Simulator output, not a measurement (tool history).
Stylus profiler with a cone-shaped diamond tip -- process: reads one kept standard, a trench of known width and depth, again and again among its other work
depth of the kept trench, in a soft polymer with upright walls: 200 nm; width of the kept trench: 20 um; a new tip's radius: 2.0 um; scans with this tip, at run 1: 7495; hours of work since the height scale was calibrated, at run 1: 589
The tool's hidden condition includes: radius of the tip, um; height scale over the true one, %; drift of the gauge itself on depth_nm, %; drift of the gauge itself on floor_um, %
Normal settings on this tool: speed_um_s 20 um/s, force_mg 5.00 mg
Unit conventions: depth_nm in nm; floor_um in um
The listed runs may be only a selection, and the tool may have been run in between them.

run	hour	speed_um_s	force_mg	scans with this tip	hours of work since the height scale was calibrated	depth_nm	floor_um
1	0.0	20	5.00	7495	589	205.30	18.00
2	28.1	56	5.00	7776	611	205.38	17.88
3	75.6	56	5.00	8251	649	205.26	17.92
4	97.3	56	5.00	8469	666	205.34	17.88
5	119.2	20	5.24	8687	683	205.46	17.95
6	154.8	20	5.24	9044	711	205.47	17.95
7	195.2	20	5.24	9448	743	205.46	17.95
8	242.0	20	5.24	9917	779	205.59	17.88
9	280.4	72	5.00	10302	810	205.47	17.78
10	327.0	20	5.58	10768	846	205.79	17.81
11	359.2	20	5.58	11091	872	205.87	17.89
12	384.1	20	2.64	11340	891	203.81	17.89
13	420.6	37	2.64	11705	920	203.88	17.80
14	469.7	37	2.64	12196	959	203.89	17.77
15	493.9	37	2.64	12439	978	203.83	17.79
16	541.5	37	2.64	12915	1015	203.92	17.73
17	562.4	20	9.48	13124	1031	208.11	17.83
18	593.8	20	9.48	13439	1056	208.20	17.77
19	615.5	20	9.48	13656	1073	208.14	17.83
20	644.7	22	13.30	13948	1096	210.00	17.85
21	686.1	22	3.74	14362	1129	204.82	17.77
22	733.3	58	5.00	14835	1166	205.69	17.70
23	769.0	58	5.00	15192	1194	205.68	17.74
24	795.5	58	5.00	15457	1215	205.69	17.67
# hour 798.2: height scale calibrated on a step standard
25	828.9	10	3.40	15786	24	205.27	17.76
26	873.1	10	3.40	16229	59	205.25	17.71
# hour 909.1: height scale calibrated on a step standard, once more
27	921.9	10	3.40	16713	10	203.72	17.69
28	957.4	12	5.00	17068	38	204.77	17.74
29	1005.8	5	5.00	17552	76	204.82	17.76
30	1048.7	5	5.00	17982	110	204.80	17.70
31	1069.1	5	5.00	18186	126	204.73	17.71
32	1105.4	20	11.92	18549	154	208.66	17.66
33	1148.6	41	13.06	18982	188	209.16	17.64
34	1181.1	41	13.06	19307	214	209.14	17.66
35	1205.1	41	13.06	19548	233	209.13	17.59
36	1250.1	70	3.68	19998	268	204.02	17.51
37	1275.7	70	3.68	20254	288	204.00	17.50

Alternative continuations, all from the tool just after run 37; predict every row:
A	1306.9	9	10.04	20566	313	?	?
B	1306.9	9	2.76	20566	313	?	?
C	1306.9	32	1.78	20566	313	?	?
D	1306.9	10	1.87	20566	313	?	?

run	depth_nm	floor_um
A	207.79	17.64
B	203.44	17.61
C	202.62	17.53
D	202.72	17.61
Without the tool's unlogged condition, the same runs would have read:
run	depth_nm	floor_um
A	207.56	18.26
B	203.22	18.24
C	202.40	18.15
D	202.50	18.23

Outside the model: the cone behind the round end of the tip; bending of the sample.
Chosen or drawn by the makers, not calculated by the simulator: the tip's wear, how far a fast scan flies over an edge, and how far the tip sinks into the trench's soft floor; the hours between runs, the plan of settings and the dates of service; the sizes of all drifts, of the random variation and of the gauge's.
